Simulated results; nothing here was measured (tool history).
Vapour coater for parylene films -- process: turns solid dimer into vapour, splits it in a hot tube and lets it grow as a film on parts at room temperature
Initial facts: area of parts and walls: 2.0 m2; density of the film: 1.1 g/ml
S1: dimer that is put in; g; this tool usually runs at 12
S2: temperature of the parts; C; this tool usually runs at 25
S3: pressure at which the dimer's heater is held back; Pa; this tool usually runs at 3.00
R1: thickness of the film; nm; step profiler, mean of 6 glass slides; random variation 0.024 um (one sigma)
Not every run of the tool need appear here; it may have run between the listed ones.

run 1 day=0.000 | S1=12 S2=25 S3=3.00 | R1=3990
run 2 day=0.396 | S1=12 S2=25 S3=3.00 | R1=3970
run 3 day=0.962 | S1=12 S2=25 S3=3.00 | R1=4040
run 4 day=1.446 | S1=12 S2=25 S3=3.00 | R1=3990
run 5 day=2.008 | S1=12 S2=25 S3=3.00 | R1=3940
run 6 day=2.546 | S1=12 S2=25 S3=3.00 | R1=3930
run 7 day=2.950 | S1=12 S2=32 S3=3.00 | R1=2930
run 8 day=3.475 | S1=12 S2=25 S3=3.00 | R1=3950
run 9 day=3.846 | S1=12 S2=25 S3=8.39 | R1=3610
run 10 day=4.421 | S1=12 S2=25 S3=8.39 | R1=3540
run 11 day=4.754 | S1=12 S2=25 S3=8.39 | R1=3560
run 12 day=5.417 | S1=12 S2=25 S3=8.39 | R1=3510
run 13 day=5.888 | S1=12 S2=20 S3=8.39 | R1=4330
run 14 day=6.158 | S1=12 S2=20 S3=8.39 | R1=4330
run 15 day=6.704 | S1=12 S2=25 S3=3.00 | R1=3910
run 16 day=7.117 | S1=12 S2=25 S3=3.00 | R1=3920
run 17 day=7.783 | S1=12 S2=25 S3=3.00 | R1=3870
run 18 day=8.346 | S1=12 S2=33 S3=3.00 | R1=2790
run 19 day=8.825 | S1=12 S2=33 S3=3.00 | R1=2800
run 20 day=9.438 | S1=8 S2=26 S3=3.51 | R1=2410
run 21 day=9.883 | S1=8 S2=26 S3=3.51 | R1=2430
run 22 day=10.283 | S1=8 S2=24 S3=4.31 | R1=2580
run 23 day=10.604 | S1=17 S2=17 S3=8.13 | R1=6950
run 24 day=10.975 | S1=14 S2=18 S3=3.00 | R1=5820
run 25 day=11.279 | S1=14 S2=18 S3=3.00 | R1=5740
run 26 day=11.738 | S1=12 S2=25 S3=3.69 | R1=3770
run 27 day=12.017 | S1=8 S2=25 S3=4.04 | R1=2480
run 28 day=12.583 | S1=8 S2=25 S3=4.04 | R1=2490
run 29 day=13.117 | S1=18 S2=25 S3=2.10 | R1=5920
run 30 day=13.542 | S1=18 S2=25 S3=2.10 | R1=5920
run 31 day=13.938 | S1=21 S2=29 S3=2.03 | R1=5780
run 32 day=14.362 | S1=21 S2=29 S3=2.03 | R1=5890
run 33 day=14.883 | S1=7 S2=25 S3=2.82 | R1=2240
run 34 day=15.479 | S1=7 S2=25 S3=2.82 | R1=2230
-- day=15.754 trap's valve overhauled
run 35 day=16.200 | S1=7 S2=18 S3=6.50 | R1=3000
run 36 day=16.479 | S1=8 S2=25 S3=2.89 | R1=2770
run 37 day=16.938 | S1=18 S2=28 S3=9.04 | R1=4960
run 38 day=17.388 | S1=21 S2=28 S3=2.68 | R1=6420

Table of differences, measured result less the result of that run with no hidden state. Run-to-run variation is the same in both. Gauge scatter possibly is not:
The hidden state here: vapour lost through the trap's worn valve, %; true temperature of the parts over the reading, C; drift of the gauge itself on film_um, %.
run=1 R1=-220
run=2 R1=-230
run=3 R1=-240
run=4 R1=-250
run=5 R1=-250
run=6 R1=-260
run=7 R1=-200
run=8 R1=-270
run=9 R1=-260
run=10 R1=-260
run=11 R1=-270
run=12 R1=-280
run=13 R1=-340
run=14 R1=-350
run=15 R1=-330
run=16 R1=-330
run=17 R1=-340
run=18 R1=-260
run=19 R1=-250
run=20 R1=-230
run=21 R1=-230
run=22 R1=-250
run=23 R1=-690
run=24 R1=-480
run=25 R1=-490
run=26 R1=-390
run=27 R1=-260
run=28 R1=-270
run=29 R1=-650
run=30 R1=-670
run=31 R1=-650
run=32 R1=-680
run=33 R1=-260
run=34 R1=-260
run=35 R1=-60
run=36 R1=-60
run=37 R1=-120
run=38 R1=-170

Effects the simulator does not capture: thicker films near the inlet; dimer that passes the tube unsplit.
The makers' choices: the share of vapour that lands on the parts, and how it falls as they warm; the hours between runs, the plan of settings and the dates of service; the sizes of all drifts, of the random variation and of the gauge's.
